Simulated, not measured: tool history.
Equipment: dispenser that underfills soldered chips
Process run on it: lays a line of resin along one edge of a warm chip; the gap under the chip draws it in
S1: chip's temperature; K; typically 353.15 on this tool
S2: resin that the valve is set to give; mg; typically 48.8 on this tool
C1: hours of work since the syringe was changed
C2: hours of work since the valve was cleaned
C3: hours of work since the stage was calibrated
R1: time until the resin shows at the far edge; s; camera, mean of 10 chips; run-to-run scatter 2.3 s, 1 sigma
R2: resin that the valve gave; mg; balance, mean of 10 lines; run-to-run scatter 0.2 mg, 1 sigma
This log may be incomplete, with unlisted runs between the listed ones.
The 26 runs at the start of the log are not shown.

{"hour": 185.2, "done": "new syringe of resin"}
{"run": 27, "hour": 186.0, "S1": 367.15, "S2": 57.1, "C1": 1, "C2": 25, "C3": 211, "R1": 164.1, "R2": 56.21}
{"run": 28, "hour": 191.3, "S1": 361.15, "S2": 47.0, "C1": 5, "C2": 29, "C3": 215, "R1": 250.8, "R2": 46.09}
{"hour": 196.2, "done": "new syringe of resin"}
{"run": 29, "hour": 199.2, "S1": 339.15, "S2": 58.8, "C1": 2, "C2": 35, "C3": 221, "R1": 392.6, "R2": 57.97}
{"run": 30, "hour": 206.3, "S1": 343.15, "S2": 45.8, "C1": 8, "C2": 40, "C3": 226, "R1": 494.5, "R2": 44.51}
{"hour": 207.7, "done": "new syringe of resin"}
{"run": 31, "hour": 213.3, "S1": 348.15, "S2": 60.2, "C1": 4, "C2": 45, "C3": 231, "R1": 333.8, "R2": 58.11}
{"hour": 218.9, "done": "new syringe of resin"}
{"run": 32, "hour": 223.2, "S1": 348.15, "S2": 60.2, "C1": 3, "C2": 53, "C3": 238, "R1": 326.6, "R2": 58.3}
{"hour": 230.2, "done": "new syringe of resin"}
{"run": 33, "hour": 232.0, "S1": 359.15, "S2": 43.7, "C1": 1, "C2": 59, "C3": 245, "R1": 220.3, "R2": 42.22}
{"run": 34, "hour": 236.2, "S1": 359.15, "S2": 43.7, "C1": 5, "C2": 62, "C3": 248, "R1": 267.2, "R2": 41.99}
{"hour": 241.4, "done": "new syringe of resin"}
{"run": 35, "hour": 241.4, "S1": 350.15, "S2": 45.4, "C1": 0, "C2": 66, "C3": 252, "R1": 270.2, "R2": 43.84}

Branching from run 35: 3 alternative next runs. What would each branch give?
{"run": "A", "hour": 246.5, "S1": 342.15, "S2": 45.3, "C1": 4, "C2": 70, "C3": 256, "R1": "?", "R2": "?"}
{"run": "B", "hour": 246.5, "S1": 361.15, "S2": 51.3, "C1": 4, "C2": 70, "C3": 256, "R1": "?", "R2": "?"}
{"run": "C", "hour": 246.5, "S1": 351.15, "S2": 48.8, "C1": 4, "C2": 70, "C3": 256, "R1": "?", "R2": "?"}

run=A R1=419.5 R2=43.19
run=B R1=234.6 R2=48.92
run=C R1=313.8 R2=46.77
Take away the tool's hidden state, keep each run's random variation, and the runs would have read:
run=A R1=317.4 R2=45.18
run=B R1=179.3 R2=51.18
run=C R1=238.7 R2=48.93
